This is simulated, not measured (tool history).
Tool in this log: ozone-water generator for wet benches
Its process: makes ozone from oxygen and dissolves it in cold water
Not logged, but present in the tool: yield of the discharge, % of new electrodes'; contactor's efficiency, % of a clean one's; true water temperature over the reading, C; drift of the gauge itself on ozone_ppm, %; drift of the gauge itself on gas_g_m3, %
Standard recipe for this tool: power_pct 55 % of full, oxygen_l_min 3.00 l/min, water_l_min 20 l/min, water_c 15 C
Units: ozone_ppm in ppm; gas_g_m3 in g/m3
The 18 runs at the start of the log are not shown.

| run | hour | power_pct | oxygen_l_min | water_l_min | water_c | hours of work since the electrodes were changed | hours of work since the contactor was cleaned | hours of work since the thermometer was calibrated | ozone_ppm | gas_g_m3 |
|---|---|---|---|---|---|---|---|---|---|---|
| 19 | 419.8 | 55 | 1.74 | 30 | 7 | 1492 | 4414 | 4721 | 4.7 | 166.2 |
| 20 | 442.2 | 55 | 4.74 | 30 | 7 | 1514 | 4436 | 4742 | 6.7 | 102.5 |
| 21 | 463.6 | 55 | 4.74 | 30 | 7 | 1534 | 4456 | 4763 | 6.9 | 103.5 |
| 22 | 485.4 | 69 | 2.48 | 27 | 15 | 1555 | 4477 | 4784 | 7.5 | 173.8 |
| 23 | 508.8 | 55 | 3.03 | 13 | 15 | 1577 | 4499 | 4806 | 14.1 | 127.2 |
| 24 | 526.0 | 55 | 1.58 | 18 | 11 | 1594 | 4516 | 4822 | 8.9 | 174.6 |
| 25 | 542.7 | 99 | 3.79 | 18 | 11 | 1610 | 4532 | 4838 | 19.5 | 199.3 |
| 26 | 561.6 | 99 | 3.79 | 18 | 11 | 1628 | 4550 | 4856 | 19.5 | 198.9 |
| 27 | 582.7 | 99 | 3.79 | 18 | 11 | 1648 | 4570 | 4877 | 19.3 | 197.2 |
| 28 | 600.0 | 99 | 3.79 | 18 | 11 | 1665 | 4586 | 4893 | 19.2 | 199.7 |
|  | 622.0 | water thermometer calibrated |
| 29 | 627.4 | 99 | 2.83 | 18 | 9 | 1690 | 4612 | 5 | 18.8 | 230.2 |
| 30 | 648.7 | 76 | 2.60 | 15 | 15 | 1711 | 4633 | 26 | 16.2 | 187.3 |
| 31 | 672.4 | 66 | 2.60 | 18 | 15 | 1733 | 4655 | 48 | 11.9 | 163.4 |
| 32 | 693.3 | 55 | 4.96 | 20 | 15 | 1753 | 4675 | 68 | 9.9 | 100.6 |
| 33 | 711.1 | 55 | 1.53 | 13 | 20 | 1770 | 4692 | 85 | 11.7 | 177.9 |

3 options for the next run, each taken on its own from the tool as it stands now. Forecast them:
| A | 734.3 | 55 | 1.83 | 20 | 8 | 1793 | 4714 | 107 | ? | ? |
| B | 734.3 | 55 | 3.02 | 28 | 22 | 1793 | 4714 | 107 | ? | ? |
| C | 734.3 | 45 | 3.00 | 20 | 15 | 1793 | 4714 | 107 | ? | ? |

| run | ozone_ppm | gas_g_m3 |
|---|---|---|
| A | 8.2 | 162.5 |
| B | 6.0 | 127.5 |
| C | 7.6 | 105.8 |
With no hidden state in the tool, these same runs would have given:
| run | ozone_ppm | gas_g_m3 |
|---|---|---|
| A | 8.2 | 162.6 |
| B | 6.0 | 127.6 |
| C | 7.7 | 105.8 |

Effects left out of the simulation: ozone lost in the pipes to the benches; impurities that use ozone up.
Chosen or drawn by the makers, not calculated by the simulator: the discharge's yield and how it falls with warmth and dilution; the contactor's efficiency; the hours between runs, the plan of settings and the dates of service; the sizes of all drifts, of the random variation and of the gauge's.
